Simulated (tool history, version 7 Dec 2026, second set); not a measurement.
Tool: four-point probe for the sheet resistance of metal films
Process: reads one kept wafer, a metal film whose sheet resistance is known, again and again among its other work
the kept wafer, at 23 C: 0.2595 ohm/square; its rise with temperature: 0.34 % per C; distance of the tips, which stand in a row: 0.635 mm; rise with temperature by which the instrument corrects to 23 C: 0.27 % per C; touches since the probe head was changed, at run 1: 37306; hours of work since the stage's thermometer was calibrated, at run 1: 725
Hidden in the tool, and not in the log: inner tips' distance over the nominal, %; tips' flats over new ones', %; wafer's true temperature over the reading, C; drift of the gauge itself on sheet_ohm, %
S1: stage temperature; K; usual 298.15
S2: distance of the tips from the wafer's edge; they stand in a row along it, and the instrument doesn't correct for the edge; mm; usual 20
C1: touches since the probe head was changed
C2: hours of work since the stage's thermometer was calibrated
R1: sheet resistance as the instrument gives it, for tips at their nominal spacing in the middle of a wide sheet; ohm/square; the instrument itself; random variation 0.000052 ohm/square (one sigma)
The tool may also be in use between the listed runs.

run   hour      S1  S2     C1   C2        R1
  1    0.0  298.15  20  37306  725  0.259878
  2    8.8  298.15  30  37750  731  0.259850
  3   26.8  298.15  47  38663  745  0.259756
  4   44.4  298.15  20  39551  758  0.259929
  5   61.3  298.15  20  40404  770  0.259874
  6   70.5  298.15  20  40870  777  0.259860
  7   82.7  298.15  20  41488  786  0.259967
  8  101.7  298.15  20  42450  800  0.259935
  9  117.3  298.15  34  43237  812  0.259896
 10  129.0  298.15  34  43827  820  0.259817
     130.8  -- stage's thermometer calibrated
 11  145.8  293.15  37  44652   11  0.258883
 12  162.8  298.15   8  45513   24  0.260702
     173.7  -- stage's thermometer calibrated, once more
 13  175.6  299.15  18  46136    1  0.260259
 14  194.3  303.15   5  47081   15  0.263152
 15  203.3  303.15   5  47533   22  0.263181
 16  218.8  303.15  41  48319   33  0.260945
 17  235.0  303.15  41  49141   45  0.260939
 18  249.3  298.15   4  49863   56  0.263481

4 ways to go on from here, each from the tool as it stands after run 18. What would each give?
  A  262.5  299.15  18  50530  66   ?
  B  262.5  298.15   5  50530  66   ?
  C  262.5  298.15   9  50530  66   ?
  D  262.5  297.15  19  50530  66   ?

run        R1
  A  0.260353
  B  0.262317
  C  0.260715
  D  0.259956
Without the tool's hidden state the same runs would have given:
run        R1
  A  0.260177
  B  0.262141
  C  0.260540
  D  0.259781
